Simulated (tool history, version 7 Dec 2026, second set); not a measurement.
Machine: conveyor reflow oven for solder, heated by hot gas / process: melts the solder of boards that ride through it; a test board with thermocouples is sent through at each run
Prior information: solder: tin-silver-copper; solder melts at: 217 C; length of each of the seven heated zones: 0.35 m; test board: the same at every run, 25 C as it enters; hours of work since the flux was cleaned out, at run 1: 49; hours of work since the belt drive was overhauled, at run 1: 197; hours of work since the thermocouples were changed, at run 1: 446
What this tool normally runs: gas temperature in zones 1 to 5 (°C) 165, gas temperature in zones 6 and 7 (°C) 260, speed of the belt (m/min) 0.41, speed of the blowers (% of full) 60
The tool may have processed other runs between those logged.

run,hour,gas temperature in zones 1 to 5 (°C),gas temperature in zones 6 and 7 (°C),speed of the belt (m/min),speed of the blowers (% of full),hours of work since the flux was cleaned out,hours of work since the belt drive was overhauled,hours of work since the thermocouples were changed,highest temperature of the board (°C),time above the solder's melting point (s)
1,0,165,260,0.41,60,49,197,446,244.75,65.3
2,17.2,165,260,0.41,60,58,206,455,244.87,65.1
3,36.5,165,260,0.41,60,68,216,465,244.91,65.4
4,57.2,165,260,0.41,60,79,227,476,244.87,65.5
5,78.9,165,260,0.41,83,90,238,487,250.4,74.1
6,100.4,165,260,0.41,83,102,250,498,250.38,74.2
7,119.2,165,260,0.41,51,112,260,508,241.66,59.9
8,136.4,165,260,0.41,84,121,269,517,250.68,74
9,147,165,273,0.41,60,126,274,523,256.43,76.9
10,165.3,165,273,0.41,60,136,284,533,256.57,76.8
11,186.8,165,273,0.41,60,147,295,544,256.73,77.1
12,205.9,165,273,0.41,55,157,305,554,254.92,74.8
13,215,167,273,0.41,55,162,310,559,255.27,76.2
# hour 229: flux residue cleaned out of gas plates and filters
14,236.6,165,260,0.41,60,4,319,568,244.9,65.4
15,249.3,165,260,0.41,60,11,326,574,244.83,65.5
16,260.4,165,260,0.41,60,17,331,580,245,65.3
17,276.5,165,260,0.405,88,25,340,589,251.72,76.9
18,287.9,165,260,0.41,63,31,346,595,245.85,66.8
19,298.2,165,260,0.41,63,36,351,600,245.77,67.1
20,308.4,167,269,0.41,63,42,357,605,254.17,76.1
21,319.6,167,269,0.41,63,48,363,611,254.21,76.2
22,334.2,172,260,0.468,77,55,370,619,246.76,62.1
23,351.9,172,268,0.41,67,65,380,628,255.16,79.3
24,360.9,172,268,0.41,67,70,384,633,255.11,79.4
25,373.9,172,268,0.41,67,76,391,640,255.13,79.4
26,386.4,159,268,0.391,51,83,398,647,249.47,70.5
27,401.2,154,270,0.391,51,91,406,654,250.38,69.3
28,420.8,179,261,0.431,74,101,416,665,250.05,75
29,431.1,152,272,0.444,74,107,421,670,255.38,65.8
30,444.1,180,269,0.41,60,113,428,677,255.39,83.4
31,464.8,180,265,0.41,60,124,439,688,251.82,80.3

Consider 3 possible next runs. They are alternatives, not a sequence: every one starts from the tool as it was left by run 31. What does each give?
A,481.1,172,265,0.41,74,133,448,696,?,?
B,481.1,151,260,0.39,62,133,448,696,?,?
C,481.1,180,265,0.41,73,133,448,696,?,?

run,highest temperature of the board (°C),time above the solder's melting point (s)
A,254.02,79.5
B,244.76,64.3
C,254.72,83.6
Without the tool's unlogged condition, the same runs would have read:
run,highest temperature of the board (°C),time above the solder's melting point (s)
A,254,79.5
B,244.75,64.3
C,254.7,83.5
